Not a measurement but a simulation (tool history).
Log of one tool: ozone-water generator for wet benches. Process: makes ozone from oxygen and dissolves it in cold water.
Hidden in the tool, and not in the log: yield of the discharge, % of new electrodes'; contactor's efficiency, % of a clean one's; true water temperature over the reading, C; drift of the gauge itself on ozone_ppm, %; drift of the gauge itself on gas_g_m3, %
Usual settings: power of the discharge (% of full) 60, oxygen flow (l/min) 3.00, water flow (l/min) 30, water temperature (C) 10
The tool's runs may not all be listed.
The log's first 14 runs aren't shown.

run	hour	power of the discharge (% of full)	oxygen flow (l/min)	water flow (l/min)	water temperature (C)	hours of work since the electrodes were changed	hours of work since the contactor was cleaned	hours of work since the thermometer was calibrated	dissolved ozone (ppm)	ozone in the gas ahead of the water (g/m3)
15	782.9	60	3.00	30	10	2241	7563	545	11.2	162.6
16	821.7	60	3.00	30	10	2273	7594	576	11.2	165.3
17	871.8	84	3.28	26	12	2313	7635	617	16.2	195.5
# hour 881.9: contactor cleaned
18	922.6	52	3.00	30	10	2350	33	654	10.0	148.5
19	955.1	52	3.00	30	10	2377	59	680	9.7	146.6
20	1004.9	45	2.72	30	17	2417	99	720	8.5	140.7
21	1043.8	60	2.47	47	10	2448	130	752	6.0	181.5
22	1090.2	52	3.00	30	8	2485	167	789	9.9	147.6
23	1122.9	68	3.00	30	10	2511	194	815	11.9	178.0
24	1172.8	68	3.70	19	10	2551	234	855	19.0	157.9

Forecast run 25:
25	1232.2	72	4.68	30	8	2599	281	903	?	?

Run 25 gave dissolved ozone (ppm) 13.8, ozone in the gas ahead of the water (g/m3) 143.7.
Without the tool's hidden state the same run would have given dissolved ozone (ppm) 15.2, ozone in the gas ahead of the water (g/m3) 152.6.
